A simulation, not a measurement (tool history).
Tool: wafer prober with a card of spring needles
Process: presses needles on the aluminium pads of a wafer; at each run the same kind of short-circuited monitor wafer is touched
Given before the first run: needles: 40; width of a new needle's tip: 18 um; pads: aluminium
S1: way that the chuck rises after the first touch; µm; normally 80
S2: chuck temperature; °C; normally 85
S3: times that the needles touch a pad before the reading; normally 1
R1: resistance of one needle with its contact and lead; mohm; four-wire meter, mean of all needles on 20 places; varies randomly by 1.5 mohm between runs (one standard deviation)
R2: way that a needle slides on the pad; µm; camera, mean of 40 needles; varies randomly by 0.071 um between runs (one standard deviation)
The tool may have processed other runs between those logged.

{"run": 1, "hour": 0.0, "S1": 80, "S2": 85, "S3": 1, "R1": 192, "R2": 11.03}
{"hour": 7.9, "done": "tips cleaned on abrasive film"}
{"run": 2, "hour": 16.2, "S1": 80, "S2": 85, "S3": 1, "R1": 231, "R2": 10.98}
{"hour": 17.4, "done": "tips cleaned on abrasive film"}
{"hour": 27.3, "done": "tips cleaned on abrasive film"}
{"run": 3, "hour": 35.7, "S1": 80, "S2": 85, "S3": 1, "R1": 235, "R2": 10.93}
{"hour": 36.8, "done": "tips cleaned on abrasive film"}
{"hour": 40.2, "done": "height of the first contact set anew"}
{"hour": 46.0, "done": "tips cleaned on abrasive film"}
{"hour": 56.3, "done": "tips cleaned on abrasive film"}
{"run": 4, "hour": 57.1, "S1": 80, "S2": 65, "S3": 1, "R1": 167, "R2": 11.43}
{"hour": 65.3, "done": "tips cleaned on abrasive film"}
{"hour": 75.1, "done": "tips cleaned on abrasive film"}
{"run": 5, "hour": 79.5, "S1": 80, "S2": 65, "S3": 1, "R1": 205, "R2": 11.41}
{"hour": 85.4, "done": "tips cleaned on abrasive film"}
{"run": 6, "hour": 89.5, "S1": 80, "S2": 65, "S3": 1, "R1": 204, "R2": 11.47}
{"hour": 95.1, "done": "tips cleaned on abrasive film"}
{"hour": 103.9, "done": "tips cleaned on abrasive film"}
{"run": 7, "hour": 103.9, "S1": 80, "S2": 65, "S3": 1, "R1": 149, "R2": 11.36}
{"hour": 113.0, "done": "tips cleaned on abrasive film"}
{"run": 8, "hour": 121.6, "S1": 80, "S2": 85, "S3": 1, "R1": 225, "R2": 11.44}
{"hour": 123.7, "done": "tips cleaned on abrasive film"}
{"hour": 133.4, "done": "tips cleaned on abrasive film"}
{"run": 9, "hour": 141.0, "S1": 80, "S2": 85, "S3": 1, "R1": 227, "R2": 11.23}
{"hour": 143.3, "done": "tips cleaned on abrasive film"}
{"hour": 152.9, "done": "tips cleaned on abrasive film"}
{"hour": 161.9, "done": "tips cleaned on abrasive film"}
{"run": 10, "hour": 161.9, "S1": 80, "S2": 85, "S3": 1, "R1": 152, "R2": 11.38}
{"hour": 171.6, "done": "tips cleaned on abrasive film"}
{"hour": 180.4, "done": "tips cleaned on abrasive film"}
{"run": 11, "hour": 181.9, "S1": 93, "S2": 85, "S3": 1, "R1": 168, "R2": 13.2}
{"hour": 189.5, "done": "tips cleaned on abrasive film"}
{"hour": 199.1, "done": "tips cleaned on abrasive film"}
{"run": 12, "hour": 205.1, "S1": 80, "S2": 71, "S3": 1, "R1": 218, "R2": 11.29}
{"hour": 208.9, "done": "tips cleaned on abrasive film"}
{"run": 13, "hour": 215.6, "S1": 80, "S2": 85, "S3": 3, "R1": 175, "R2": 11.31}
{"hour": 219.6, "done": "tips cleaned on abrasive film"}
{"run": 14, "hour": 225.3, "S1": 80, "S2": 85, "S3": 3, "R1": 172, "R2": 11.21}
{"hour": 229.1, "done": "tips cleaned on abrasive film"}
{"hour": 238.0, "done": "tips cleaned on abrasive film"}
{"run": 15, "hour": 240.1, "S1": 80, "S2": 85, "S3": 3, "R1": 161, "R2": 11.22}
{"hour": 248.1, "done": "tips cleaned on abrasive film"}
{"run": 16, "hour": 254.2, "S1": 80, "S2": 85, "S3": 3, "R1": 176, "R2": 11.29}
{"hour": 258.5, "done": "tips cleaned on abrasive film"}
{"hour": 268.7, "done": "tips cleaned on abrasive film"}
{"hour": 277.9, "done": "tips cleaned on abrasive film"}
{"run": 17, "hour": 278.5, "S1": 67, "S2": 60, "S3": 1, "R1": 178, "R2": 9.32}
{"hour": 287.1, "done": "tips cleaned on abrasive film"}
{"run": 18, "hour": 293.3, "S1": 67, "S2": 60, "S3": 1, "R1": 255, "R2": 9.21}
{"hour": 296.7, "done": "tips cleaned on abrasive film"}
{"hour": 306.0, "done": "tips cleaned on abrasive film"}
{"run": 19, "hour": 310.1, "S1": 80, "S2": 75, "S3": 1, "R1": 214, "R2": 11.12}
{"hour": 316.2, "done": "tips cleaned on abrasive film"}
{"hour": 325.2, "done": "tips cleaned on abrasive film"}
{"run": 20, "hour": 330.5, "S1": 83, "S2": 75, "S3": 1, "R1": 217, "R2": 11.58}
{"hour": 335.3, "done": "tips cleaned on abrasive film"}
{"hour": 345.5, "done": "tips cleaned on abrasive film"}
{"run": 21, "hour": 349.5, "S1": 89, "S2": 35, "S3": 1, "R1": 199, "R2": 12.45}
{"hour": 355.1, "done": "tips cleaned on abrasive film"}
{"run": 22, "hour": 360.4, "S1": 80, "S2": 85, "S3": 2, "R1": 192, "R2": 11.04}
{"hour": 365.3, "done": "tips cleaned on abrasive film"}
{"hour": 375.5, "done": "tips cleaned on abrasive film"}
{"run": 23, "hour": 380.7, "S1": 69, "S2": 103, "S3": 1, "R1": 253, "R2": 9.46}
{"hour": 385.9, "done": "tips cleaned on abrasive film"}
{"run": 24, "hour": 392.1, "S1": 69, "S2": 103, "S3": 1, "R1": 262, "R2": 9.42}
{"hour": 396.1, "done": "tips cleaned on abrasive film"}
{"hour": 405.0, "done": "tips cleaned on abrasive film"}
{"run": 25, "hour": 406.5, "S1": 69, "S2": 103, "S3": 1, "R1": 203, "R2": 9.44}
{"hour": 415.1, "done": "tips cleaned on abrasive film"}
{"run": 26, "hour": 421.5, "S1": 69, "S2": 103, "S3": 1, "R1": 263, "R2": 9.41}
{"hour": 425.2, "done": "tips cleaned on abrasive film"}
{"hour": 434.9, "done": "tips cleaned on abrasive film"}
{"hour": 444.4, "done": "tips cleaned on abrasive film"}
{"run": 27, "hour": 445.1, "S1": 69, "S2": 93, "S3": 1, "R1": 184, "R2": 9.41}
{"hour": 453.2, "done": "tips cleaned on abrasive film"}
{"run": 28, "hour": 455.6, "S1": 91, "S2": 65, "S3": 3, "R1": 158, "R2": 12.41}
{"hour": 463.3, "done": "tips cleaned on abrasive film"}
{"run": 29, "hour": 466.3, "S1": 62, "S2": 39, "S3": 1, "R1": 246, "R2": 8.26}

For some of the steps in R1 from one run to the next: how much would appear even if the tool had no hidden state, given the settings, what came in and random variation, and how much remains for the hidden state plus any gauge scatter that the measured result and the result without hidden state don't share?
Hidden state present: debris on the tips, nm; way that the needles fall short of the set height, um; tips' diameter, um; drift of the gauge itself on contact_mohm, %; drift of the gauge itself on scrub_um, %.
Run 17 -> 18: tips cleaned on abrasive film. R1 +77 mohm: hidden state +80, all else -3.
Run 26 -> 27: S2 103 -> 93, tips cleaned on abrasive film, tips cleaned on abrasive film, tips cleaned on abrasive film. R1 -79 mohm: hidden state -74, all else -5.
Run 28 -> 29: S1 91 -> 62, S2 65 -> 39, S3 3 -> 1, tips cleaned on abrasive film. R1 +88 mohm: hidden state +89, all else -1.
